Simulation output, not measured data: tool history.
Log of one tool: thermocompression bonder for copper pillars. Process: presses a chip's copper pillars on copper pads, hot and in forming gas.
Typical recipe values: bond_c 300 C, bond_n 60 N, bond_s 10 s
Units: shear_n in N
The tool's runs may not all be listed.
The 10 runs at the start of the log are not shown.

run 11 hour=261.7 | bond_c=300 bond_n=62 bond_s=10 | shear_n=64.1
run 12 hour=279.8 | bond_c=300 bond_n=62 bond_s=10 | shear_n=62.6
run 13 hour=303.6 | bond_c=303 bond_n=62 bond_s=10 | shear_n=65.0
run 14 hour=326.5 | bond_c=303 bond_n=62 bond_s=10 | shear_n=64.4
run 15 hour=345.7 | bond_c=303 bond_n=62 bond_s=10 | shear_n=65.2
run 16 hour=377.5 | bond_c=300 bond_n=60 bond_s=10 | shear_n=61.3
run 17 hour=398.4 | bond_c=300 bond_n=60 bond_s=10 | shear_n=59.2
run 18 hour=428.1 | bond_c=300 bond_n=60 bond_s=10 | shear_n=59.4
-- hour=432.7 force cell calibrated
run 19 hour=457.7 | bond_c=300 bond_n=70 bond_s=10 | shear_n=66.1
run 20 hour=484.5 | bond_c=300 bond_n=70 bond_s=10 | shear_n=64.6
run 21 hour=500.3 | bond_c=317 bond_n=86 bond_s=27 | shear_n=105.4
run 22 hour=515.9 | bond_c=270 bond_n=67 bond_s=19 | shear_n=52.4
-- hour=531.1 force cell calibrated, once more
run 23 hour=550.3 | bond_c=284 bond_n=67 bond_s=5 | shear_n=36.9
run 24 hour=569.3 | bond_c=295 bond_n=37 bond_s=10 | shear_n=35.2
-- hour=592.4 forming gas filter changed
run 25 hour=603.9 | bond_c=313 bond_n=57 bond_s=10 | shear_n=70.6
run 26 hour=619.0 | bond_c=318 bond_n=49 bond_s=10 | shear_n=66.3
run 27 hour=644.4 | bond_c=301 bond_n=76 bond_s=10 | shear_n=71.3
run 28 hour=673.2 | bond_c=323 bond_n=43 bond_s=10 | shear_n=64.6
run 29 hour=707.3 | bond_c=283 bond_n=84 bond_s=16 | shear_n=71.3

Expected results for the next run?
run 30 hour=726.6 | bond_c=283 bond_n=84 bond_s=16 | shear_n=?

{"run 30": {"shear_n": 70.6}}
If the tool had no hidden condition, the same run with the same run-to-run variation would have returned shear_n 74.0 N.
